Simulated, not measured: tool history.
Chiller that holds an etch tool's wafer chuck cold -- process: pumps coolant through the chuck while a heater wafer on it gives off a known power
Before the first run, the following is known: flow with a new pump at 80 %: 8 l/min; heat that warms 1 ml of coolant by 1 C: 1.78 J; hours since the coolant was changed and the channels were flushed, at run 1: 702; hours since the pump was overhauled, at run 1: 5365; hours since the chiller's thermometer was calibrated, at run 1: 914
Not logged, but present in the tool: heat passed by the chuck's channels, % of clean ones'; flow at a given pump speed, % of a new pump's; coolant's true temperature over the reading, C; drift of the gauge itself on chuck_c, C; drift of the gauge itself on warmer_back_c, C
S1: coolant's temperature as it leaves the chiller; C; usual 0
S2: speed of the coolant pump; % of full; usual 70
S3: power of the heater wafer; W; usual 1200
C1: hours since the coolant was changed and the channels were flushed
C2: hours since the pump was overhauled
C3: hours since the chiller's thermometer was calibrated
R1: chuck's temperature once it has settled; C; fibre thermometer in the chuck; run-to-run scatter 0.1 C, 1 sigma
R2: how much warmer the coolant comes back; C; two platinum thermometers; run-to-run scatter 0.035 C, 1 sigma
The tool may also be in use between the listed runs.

| run | hour | S1 | S2 | S3 | C1 | C2 | C3 | R1 | R2 |
|---|---|---|---|---|---|---|---|---|---|
| 1 | 0.0 | 0 | 70 | 1200 | 702 | 5365 | 914 | 15.3 | 6.50 |
| 2 | 126.1 | 0 | 70 | 1200 | 828 | 5491 | 1040 | 15.4 | 6.60 |
| 3 | 219.9 | 0 | 70 | 1200 | 922 | 5585 | 1134 | 15.2 | 6.55 |
| 4 | 343.3 | 10 | 70 | 1200 | 1045 | 5709 | 1257 | 25.4 | 6.56 |
| 5 | 472.1 | -8 | 70 | 1200 | 1174 | 5837 | 1386 | 7.5 | 6.60 |
| 6 | 649.9 | -8 | 70 | 1200 | 1352 | 6015 | 1564 | 7.6 | 6.60 |
| 7 | 830.5 | -8 | 70 | 1200 | 1532 | 6196 | 1744 | 7.5 | 6.61 |
| 8 | 981.3 | 0 | 70 | 664 | 1683 | 6347 | 1895 | 8.5 | 3.66 |
| 9 | 1116.0 | 0 | 70 | 664 | 1818 | 6481 | 2030 | 8.8 | 3.65 |
| 10 | 1213.3 | 0 | 70 | 664 | 1915 | 6579 | 2127 | 8.5 | 3.72 |
| 11 | 1411.8 | 0 | 70 | 664 | 2114 | 6777 | 2326 | 8.6 | 3.64 |
| 12 | 1607.1 | 0 | 70 | 1609 | 2309 | 6972 | 2521 | 21.2 | 8.99 |
|  | 1629.2 | chiller's thermometer calibrated |
| 13 | 1732.3 | 0 | 70 | 1609 | 2433 | 7097 | 103 | 21.3 | 9.07 |
| 14 | 1846.6 | 0 | 70 | 1609 | 2547 | 7211 | 217 | 21.3 | 9.05 |
| 15 | 2049.7 | 0 | 70 | 1200 | 2751 | 7414 | 421 | 16.0 | 6.80 |
| 16 | 2246.3 | 9 | 70 | 1200 | 2947 | 7611 | 617 | 25.2 | 6.81 |
| 17 | 2440.5 | 7 | 70 | 1065 | 3141 | 7805 | 811 | 21.3 | 6.09 |
| 18 | 2595.2 | 4 | 70 | 1002 | 3296 | 7959 | 966 | 17.4 | 5.76 |
| 19 | 2759.0 | 4 | 70 | 1002 | 3460 | 8123 | 1130 | 17.4 | 5.72 |
| 20 | 2944.0 | 0 | 66 | 703 | 3645 | 8308 | 1315 | 9.9 | 4.33 |
| 21 | 3082.3 | -3 | 88 | 1262 | 3783 | 8447 | 1453 | 11.4 | 5.65 |
| 22 | 3288.7 | 0 | 64 | 1200 | 3990 | 8653 | 1659 | 17.4 | 7.61 |
| 23 | 3458.2 | -9 | 72 | 1401 | 4159 | 8822 | 1829 | 9.6 | 7.82 |
| 24 | 3583.1 | 0 | 62 | 1200 | 4284 | 8947 | 1954 | 17.9 | 7.96 |
| 25 | 3693.2 | 5 | 72 | 1620 | 4394 | 9057 | 2064 | 26.8 | 9.23 |
| 26 | 3843.6 | 0 | 88 | 1602 | 4544 | 9208 | 2214 | 18.6 | 7.30 |
| 27 | 3963.7 | 10 | 96 | 1200 | 4665 | 9328 | 2334 | 22.9 | 4.98 |
| 28 | 4115.9 | 10 | 96 | 1200 | 4817 | 9480 | 2487 | 23.0 | 5.03 |
|  | 4172.2 | chiller's thermometer calibrated |
| 29 | 4262.9 | 0 | 100 | 1200 | 4963 | 9626 | 91 | 12.9 | 4.84 |
| 30 | 4469.9 | 0 | 100 | 1200 | 5170 | 9833 | 298 | 12.9 | 4.81 |
| 31 | 4642.3 | 0 | 100 | 1200 | 5342 | 10006 | 470 | 12.9 | 4.85 |
| 32 | 4765.0 | 0 | 100 | 1200 | 5465 | 10128 | 593 | 13.1 | 4.88 |

Run by run, hidden condition taken away, random variation retained:
| run | R1 | R2 |
|---|---|---|
| 1 | 14.1 | 5.83 |
| 2 | 14.2 | 5.91 |
| 3 | 14.0 | 5.84 |
| 4 | 24.2 | 5.84 |
| 5 | 6.2 | 5.87 |
| 6 | 6.3 | 5.85 |
| 7 | 6.2 | 5.83 |
| 8 | 7.8 | 3.22 |
| 9 | 8.1 | 3.20 |
| 10 | 7.8 | 3.27 |
| 11 | 7.9 | 3.17 |
| 12 | 19.1 | 7.82 |
| 13 | 18.9 | 7.87 |
| 14 | 18.9 | 7.83 |
| 15 | 14.1 | 5.86 |
| 16 | 23.3 | 5.86 |
| 17 | 19.6 | 5.21 |
| 18 | 15.8 | 4.92 |
| 19 | 15.8 | 4.86 |
| 20 | 8.7 | 3.67 |
| 21 | 9.6 | 4.77 |
| 22 | 15.0 | 6.40 |
| 23 | 7.1 | 6.55 |
| 24 | 15.5 | 6.66 |
| 25 | 23.7 | 7.71 |
| 26 | 16.0 | 6.08 |
| 27 | 21.1 | 4.13 |
| 28 | 21.2 | 4.17 |
| 29 | 10.9 | 4.00 |
| 30 | 10.8 | 3.96 |
| 31 | 10.8 | 3.97 |
| 32 | 11.0 | 3.99 |
